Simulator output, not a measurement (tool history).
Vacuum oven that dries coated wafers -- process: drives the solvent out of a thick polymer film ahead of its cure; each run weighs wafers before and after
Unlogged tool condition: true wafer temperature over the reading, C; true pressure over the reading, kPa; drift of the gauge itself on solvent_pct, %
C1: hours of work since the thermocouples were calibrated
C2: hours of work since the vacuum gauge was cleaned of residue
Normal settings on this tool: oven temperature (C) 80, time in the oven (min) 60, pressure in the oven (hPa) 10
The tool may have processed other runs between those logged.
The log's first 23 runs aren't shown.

run 24 hour=273.8 | oven_temperature_(C)=92 time_in_the_oven_(min)=60 pressure_in_the_oven_(hPa)=10 | C1=533 C2=352 | solvent_left_in_the_film_(%)=0.47
run 25 hour=286.5 | oven_temperature_(C)=82 time_in_the_oven_(min)=31 pressure_in_the_oven_(hPa)=28.1 | C1=538 C2=357 | solvent_left_in_the_film_(%)=3.08
run 26 hour=295.3 | oven_temperature_(C)=88 time_in_the_oven_(min)=59 pressure_in_the_oven_(hPa)=10.6 | C1=542 C2=361 | solvent_left_in_the_film_(%)=0.62
run 27 hour=307.2 | oven_temperature_(C)=74 time_in_the_oven_(min)=103 pressure_in_the_oven_(hPa)=7.6 | C1=547 C2=365 | solvent_left_in_the_film_(%)=0.87
run 28 hour=319.4 | oven_temperature_(C)=93 time_in_the_oven_(min)=52 pressure_in_the_oven_(hPa)=7.4 | C1=552 C2=370 | solvent_left_in_the_film_(%)=0.36
run 29 hour=330.2 | oven_temperature_(C)=93 time_in_the_oven_(min)=70 pressure_in_the_oven_(hPa)=12.1 | C1=556 C2=375 | solvent_left_in_the_film_(%)=0.46
run 30 hour=342.3 | oven_temperature_(C)=80 time_in_the_oven_(min)=46 pressure_in_the_oven_(hPa)=10 | C1=561 C2=379 | solvent_left_in_the_film_(%)=1.54
run 31 hour=351.2 | oven_temperature_(C)=79 time_in_the_oven_(min)=59 pressure_in_the_oven_(hPa)=26.2 | C1=564 C2=383 | solvent_left_in_the_film_(%)=2.13
run 32 hour=358.4 | oven_temperature_(C)=79 time_in_the_oven_(min)=59 pressure_in_the_oven_(hPa)=26.2 | C1=567 C2=386 | solvent_left_in_the_film_(%)=2.08
run 33 hour=365.2 | oven_temperature_(C)=79 time_in_the_oven_(min)=59 pressure_in_the_oven_(hPa)=26.2 | C1=570 C2=389 | solvent_left_in_the_film_(%)=2.14
run 34 hour=376.2 | oven_temperature_(C)=79 time_in_the_oven_(min)=59 pressure_in_the_oven_(hPa)=26.2 | C1=574 C2=393 | solvent_left_in_the_film_(%)=2.13
run 35 hour=384.2 | oven_temperature_(C)=79 time_in_the_oven_(min)=59 pressure_in_the_oven_(hPa)=26.2 | C1=578 C2=396 | solvent_left_in_the_film_(%)=2.12
run 36 hour=390.9 | oven_temperature_(C)=79 time_in_the_oven_(min)=59 pressure_in_the_oven_(hPa)=26.2 | C1=580 C2=399 | solvent_left_in_the_film_(%)=2.1
run 37 hour=404.5 | oven_temperature_(C)=66 time_in_the_oven_(min)=82 pressure_in_the_oven_(hPa)=38.7 | C1=586 C2=405 | solvent_left_in_the_film_(%)=5.26
run 38 hour=413 | oven_temperature_(C)=71 time_in_the_oven_(min)=83 pressure_in_the_oven_(hPa)=11.5 | C1=589 C2=408 | solvent_left_in_the_film_(%)=1.82
run 39 hour=425.4 | oven_temperature_(C)=88 time_in_the_oven_(min)=35 pressure_in_the_oven_(hPa)=11.5 | C1=594 C2=413 | solvent_left_in_the_film_(%)=1.09
run 40 hour=440.7 | oven_temperature_(C)=88 time_in_the_oven_(min)=35 pressure_in_the_oven_(hPa)=11.5 | C1=600 C2=419 | solvent_left_in_the_film_(%)=1.13
run 41 hour=449.3 | oven_temperature_(C)=88 time_in_the_oven_(min)=35 pressure_in_the_oven_(hPa)=11.5 | C1=604 C2=423 | solvent_left_in_the_film_(%)=1.13
run 42 hour=459.6 | oven_temperature_(C)=88 time_in_the_oven_(min)=35 pressure_in_the_oven_(hPa)=11.5 | C1=608 C2=427 | solvent_left_in_the_film_(%)=1.17
run 43 hour=465.8 | oven_temperature_(C)=82 time_in_the_oven_(min)=60 pressure_in_the_oven_(hPa)=16.9 | C1=611 C2=429 | solvent_left_in_the_film_(%)=1.28
run 44 hour=480 | oven_temperature_(C)=84 time_in_the_oven_(min)=60 pressure_in_the_oven_(hPa)=10 | C1=616 C2=435 | solvent_left_in_the_film_(%)=0.73
run 45 hour=491 | oven_temperature_(C)=84 time_in_the_oven_(min)=60 pressure_in_the_oven_(hPa)=10 | C1=621 C2=439 | solvent_left_in_the_film_(%)=0.76
run 46 hour=499.2 | oven_temperature_(C)=80 time_in_the_oven_(min)=60 pressure_in_the_oven_(hPa)=24.2 | C1=624 C2=443 | solvent_left_in_the_film_(%)=1.92
run 47 hour=510.2 | oven_temperature_(C)=80 time_in_the_oven_(min)=60 pressure_in_the_oven_(hPa)=24.2 | C1=628 C2=447 | solvent_left_in_the_film_(%)=1.92

Branching from run 47: 4 alternative next runs. What would each branch give?
run A hour=516.4 | oven_temperature_(C)=91 time_in_the_oven_(min)=104 pressure_in_the_oven_(hPa)=10 | C1=631 C2=450 | solvent_left_in_the_film_(%)=?
run B hour=516.4 | oven_temperature_(C)=82 time_in_the_oven_(min)=60 pressure_in_the_oven_(hPa)=6.9 | C1=631 C2=450 | solvent_left_in_the_film_(%)=?
run C hour=516.4 | oven_temperature_(C)=88 time_in_the_oven_(min)=104 pressure_in_the_oven_(hPa)=5.8 | C1=631 C2=450 | solvent_left_in_the_film_(%)=?
run D hour=516.4 | oven_temperature_(C)=89 time_in_the_oven_(min)=41 pressure_in_the_oven_(hPa)=9.8 | C1=631 C2=450 | solvent_left_in_the_film_(%)=?

run=A solvent_left_in_the_film_(%)=0.44
run=B solvent_left_in_the_film_(%)=0.74
run=C solvent_left_in_the_film_(%)=0.28
run=D solvent_left_in_the_film_(%)=0.75
The same runs, with their run-to-run variation unchanged, on a tool lacking any hidden condition would have given:
run=A solvent_left_in_the_film_(%)=0.36
run=B solvent_left_in_the_film_(%)=0.61
run=C solvent_left_in_the_film_(%)=0.2
run=D solvent_left_in_the_film_(%)=0.65
